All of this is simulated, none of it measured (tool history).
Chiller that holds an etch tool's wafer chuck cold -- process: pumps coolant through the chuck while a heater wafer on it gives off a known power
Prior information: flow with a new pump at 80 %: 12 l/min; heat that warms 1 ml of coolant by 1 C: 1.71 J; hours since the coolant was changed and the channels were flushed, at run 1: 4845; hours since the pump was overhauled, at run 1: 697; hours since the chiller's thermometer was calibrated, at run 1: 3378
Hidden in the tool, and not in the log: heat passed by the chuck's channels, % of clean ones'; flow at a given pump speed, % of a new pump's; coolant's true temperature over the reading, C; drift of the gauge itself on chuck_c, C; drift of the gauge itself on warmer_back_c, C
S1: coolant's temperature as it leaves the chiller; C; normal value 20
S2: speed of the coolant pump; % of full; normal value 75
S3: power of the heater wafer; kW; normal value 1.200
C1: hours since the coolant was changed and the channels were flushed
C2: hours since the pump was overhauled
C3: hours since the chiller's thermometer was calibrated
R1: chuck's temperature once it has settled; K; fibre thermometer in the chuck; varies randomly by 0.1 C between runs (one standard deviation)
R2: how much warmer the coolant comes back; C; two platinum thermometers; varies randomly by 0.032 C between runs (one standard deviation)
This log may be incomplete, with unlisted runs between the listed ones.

| run | hour | S1 | S2 | S3 | C1 | C2 | C3 | R1 | R2 |
|---|---|---|---|---|---|---|---|---|---|
| 1 | 0.0 | 20 | 75 | 1.200 | 4845 | 697 | 3378 | 305.65 | 3.82 |
| 2 | 17.0 | 20 | 75 | 1.200 | 4862 | 714 | 3395 | 305.65 | 3.80 |
| 3 | 37.7 | 24 | 75 | 1.200 | 4883 | 735 | 3416 | 309.95 | 3.78 |
| 4 | 70.7 | 28 | 75 | 1.200 | 4916 | 768 | 3449 | 313.45 | 3.79 |
| 5 | 92.2 | 28 | 75 | 1.386 | 4937 | 789 | 3471 | 315.55 | 4.38 |
| 6 | 109.5 | 28 | 75 | 1.386 | 4954 | 806 | 3488 | 315.75 | 4.38 |
| 7 | 134.2 | 10 | 75 | 1.200 | 4979 | 831 | 3513 | 295.85 | 3.77 |
| 8 | 163.2 | 10 | 75 | 1.200 | 5008 | 860 | 3542 | 295.75 | 3.76 |
| 9 | 195.1 | 28 | 96 | 1.200 | 5040 | 892 | 3573 | 312.45 | 2.98 |
| 10 | 227.7 | 10 | 66 | 1.336 | 5073 | 925 | 3606 | 298.05 | 4.72 |

Consider 5 possible next runs. They are alternatives, not a sequence: every one starts from the tool as it was left by run 10. What does each give?
| A | 261.0 | 19 | 75 | 1.593 | 5106 | 958 | 3639 | ? | ? |
| B | 261.0 | 20 | 93 | 1.200 | 5106 | 958 | 3639 | ? | ? |
| C | 261.0 | 20 | 60 | 0.860 | 5106 | 958 | 3639 | ? | ? |
| D | 261.0 | 19 | 66 | 1.451 | 5106 | 958 | 3639 | ? | ? |
| E | 261.0 | 13 | 62 | 0.857 | 5106 | 958 | 3639 | ? | ? |

| run | R1 | R2 |
|---|---|---|
| A | 308.65 | 5.02 |
| B | 304.55 | 3.06 |
| C | 303.35 | 3.33 |
| D | 308.35 | 5.19 |
| E | 296.25 | 3.28 |
Without the tool's hidden state the same runs would have given:
| run | R1 | R2 |
|---|---|---|
| A | 306.95 | 4.94 |
| B | 303.15 | 3.01 |
| C | 302.05 | 3.28 |
| D | 306.65 | 5.11 |
| E | 294.95 | 3.23 |
